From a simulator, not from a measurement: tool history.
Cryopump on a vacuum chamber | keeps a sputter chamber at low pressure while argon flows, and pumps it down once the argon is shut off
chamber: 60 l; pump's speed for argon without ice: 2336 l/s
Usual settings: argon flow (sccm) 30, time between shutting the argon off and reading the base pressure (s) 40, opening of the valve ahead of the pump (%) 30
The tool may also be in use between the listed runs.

run   hour  argon flow (sccm)  time between shutting the argon off and reading the base pressure (s)  opening of the valve ahead of the pump (%)  pressure while argon flows (Pa)  pressure after the wait (uPa)
  1      0                 30                                                                     40                                          30                           0.0791                           1.26
  2   19.5                 30                                                                     40                                          30                           0.0779                           1.23
  3   38.6                 30                                                                     40                                          30                           0.0785                           1.27
  4   62.8                 30                                                                     40                                          30                           0.0793                           1.26
  5   97.9                 30                                                                     40                                          30                           0.0733                           1.16
  6  120.4                 30                                                                     40                                          30                           0.0721                           1.16
  7  142.5                 16                                                                     40                                          30                            0.039                           1.18
  8    170                 16                                                                     40                                          30                           0.0392                           1.25
  9  201.7                 16                                                                     40                                          30                           0.0404                           1.22
 10  221.5                 16                                                                     40                                          30                           0.0395                           1.27
 11  245.1                 16                                                                     40                                          30                           0.0401                            1.2
 12  276.2                 17                                                                     40                                          30                           0.0415                           1.32
 13  297.2                 17                                                                     40                                          30                           0.0425                           1.28
 14    324                 17                                                                     40                                          30                           0.0427                           1.31
 15  341.9                 52                                                                     40                                          41                            0.096                           1.31
 16  357.7                 52                                                                     40                                          41                           0.0992                           1.34
 17  381.4                 52                                                                     40                                          41                           0.0986                           1.36
 18  397.9                 44                                                                    225                                          30                           0.1122                            0.7
 19  424.2                 20                                                                     40                                          56                           0.0292                           1.36
 20  455.6                 36                                                                     40                                          16                           0.1684                           1.38
 21  478.4                 27                                                                     81                                          59                           0.0367                           1.04
 22  505.4                 27                                                                     36                                          43                           0.0507                           1.52
 23  525.6                 27                                                                     36                                          43                           0.0504                           1.55
 24    543                 42                                                                    103                                          50                           0.0692                           0.98
 25  578.4                 50                                                                     40                                          30                           0.1216                           1.39
 26    607                 34                                                                     34                                          27                           0.0911                            1.5
 27  628.3                 27                                                                     40                                          18                           0.1087                           1.36
 28    655                 27                                                                    215                                          18                           0.1098                           0.77

Not shown: 2 entries that the log had between the listed runs. Between which runs, and how does the tool's hidden state differ before and after?
Between runs 4 and 5: pump warmed up, emptied and cooled again (hour 71.7)
  pump's speed, % of a pump's without ice: 76 -> 98.4; cold plate's temperature, K: 12.14 -> 12.15; leak into the chamber, uPa l/s: 928 -> 950
  measured less the result without the state, pressure while argon flows (Pa): +0.007 -> +0.0004; pressure after the wait (uPa): +0.39 -> +0.28
Between runs 24 and 25: pump warmed up, emptied and cooled again (hour 556.6)
  pump's speed, % of a pump's without ice: 77.8 -> 98.8; cold plate's temperature, K: 12.27 -> 12.28; leak into the chamber, uPa l/s: 1266 -> 1288
  measured less the result without the state, pressure while argon flows (Pa): +0.0089 -> +0.0007; pressure after the wait (uPa): +0.57 -> +0.43
